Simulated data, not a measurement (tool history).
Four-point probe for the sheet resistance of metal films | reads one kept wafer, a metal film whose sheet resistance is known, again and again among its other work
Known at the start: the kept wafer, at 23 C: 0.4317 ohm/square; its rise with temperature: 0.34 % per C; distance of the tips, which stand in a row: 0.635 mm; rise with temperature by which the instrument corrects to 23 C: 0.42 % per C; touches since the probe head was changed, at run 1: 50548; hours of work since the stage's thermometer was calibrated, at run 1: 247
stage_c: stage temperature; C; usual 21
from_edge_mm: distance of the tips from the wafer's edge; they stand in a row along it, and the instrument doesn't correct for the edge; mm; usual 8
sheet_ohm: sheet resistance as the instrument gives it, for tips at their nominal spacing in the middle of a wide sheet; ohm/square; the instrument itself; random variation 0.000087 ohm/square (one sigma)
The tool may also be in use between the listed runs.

| run | day | stage_c | from_edge_mm | touches since the probe head was changed | hours of work since the stage's thermometer was calibrated | sheet_ohm |
|---|---|---|---|---|---|---|
| 1 | 0.000 | 21 | 8 | 50548 | 247 | 0.433842 |
| 2 | 0.396 | 21 | 8 | 50988 | 254 | 0.433793 |
| 3 | 0.962 | 30 | 8 | 51621 | 263 | 0.430906 |
| 4 | 1.888 | 30 | 8 | 52653 | 278 | 0.430969 |
| 5 | 2.517 | 30 | 8 | 53352 | 288 | 0.430921 |
| 6 | 3.067 | 30 | 8 | 53964 | 297 | 0.430968 |
| 7 | 3.925 | 30 | 8 | 54919 | 311 | 0.430910 |
| 8 | 4.333 | 30 | 8 | 55375 | 318 | 0.430905 |
| 9 | 4.788 | 21 | 8 | 55882 | 325 | 0.433779 |
| 10 | 5.333 | 19 | 8 | 56490 | 334 | 0.434404 |
| 11 | 6.238 | 21 | 18 | 57495 | 349 | 0.432605 |
| 12 | 6.783 | 21 | 8 | 58103 | 358 | 0.433848 |
| 13 | 7.675 | 21 | 8 | 59101 | 373 | 0.433878 |
| 14 | 8.325 | 21 | 16 | 59822 | 383 | 0.432732 |
| 15 | 8.712 | 21 | 8 | 60257 | 389 | 0.433792 |
| 16 | 9.392 | 21 | 8 | 61012 | 401 | 0.433799 |
| 17 | 10.254 | 21 | 8 | 61975 | 415 | 0.433800 |
| 18 | 10.733 | 21 | 4 | 62507 | 422 | 0.438072 |
| 19 | 11.633 | 21 | 4 | 63507 | 437 | 0.437963 |
| 20 | 12.058 | 21 | 8 | 63983 | 444 | 0.433756 |
| 21 | 12.604 | 21 | 8 | 64592 | 453 | 0.433726 |
| 22 | 13.383 | 34 | 31 | 65459 | 466 | 0.428426 |
| 23 | 13.904 | 29 | 38 | 66040 | 474 | 0.429772 |
| 24 | 14.454 | 19 | 48 | 66651 | 483 | 0.433240 |
| 25 | 14.850 | 19 | 48 | 67093 | 490 | 0.432919 |
| 26 | 15.733 | 19 | 13 | 68078 | 504 | 0.433696 |
| 27 | 16.642 | 21 | 7 | 69091 | 519 | 0.434408 |
| 28 | 17.129 | 25 | 4 | 69632 | 527 | 0.436808 |
| 29 | 17.971 | 22 | 10 | 70571 | 541 | 0.433012 |
| 30 | 18.796 | 22 | 10 | 71489 | 554 | 0.432999 |
| 31 | 19.588 | 22 | 10 | 72371 | 567 | 0.433124 |
| 32 | 20.225 | 21 | 71 | 73081 | 577 | 0.432327 |
| 33 | 20.942 | 23 | 3 | 73880 | 589 | 0.441832 |
| 34 | 21.546 | 23 | 3 | 74556 | 599 | 0.441931 |
| 35 | 22.188 | 20 | 6 | 75267 | 609 | 0.435434 |
| 36 | 23.096 | 20 | 6 | 76281 | 624 | 0.435299 |
| 37 | 23.817 | 28 | 19 | 77087 | 636 | 0.430530 |
| 38 | 24.267 | 19 | 3 | 77585 | 643 | 0.443169 |
| 39 | 25.021 | 24 | 11 | 78425 | 656 | 0.432042 |
| 40 | 25.596 | 24 | 11 | 79065 | 665 | 0.432376 |
| 41 | 26.050 | 24 | 11 | 79571 | 672 | 0.432130 |

4 ways to go on from here, each from the tool as it stands after run 41. What would each give?
| A | 26.508 | 18 | 73 | 80082 | 680 | ? |
| B | 26.508 | 21 | 72 | 80082 | 680 | ? |
| C | 26.508 | 34 | 27 | 80082 | 680 | ? |
| D | 26.508 | 34 | 14 | 80082 | 680 | ? |

| run | sheet_ohm |
|---|---|
| A | 0.433336 |
| B | 0.432343 |
| C | 0.428551 |
| D | 0.428696 |
Without the tool's hidden state the same runs would have given:
| run | sheet_ohm |
|---|---|
| A | 0.433315 |
| B | 0.432322 |
| C | 0.428530 |
| D | 0.428674 |
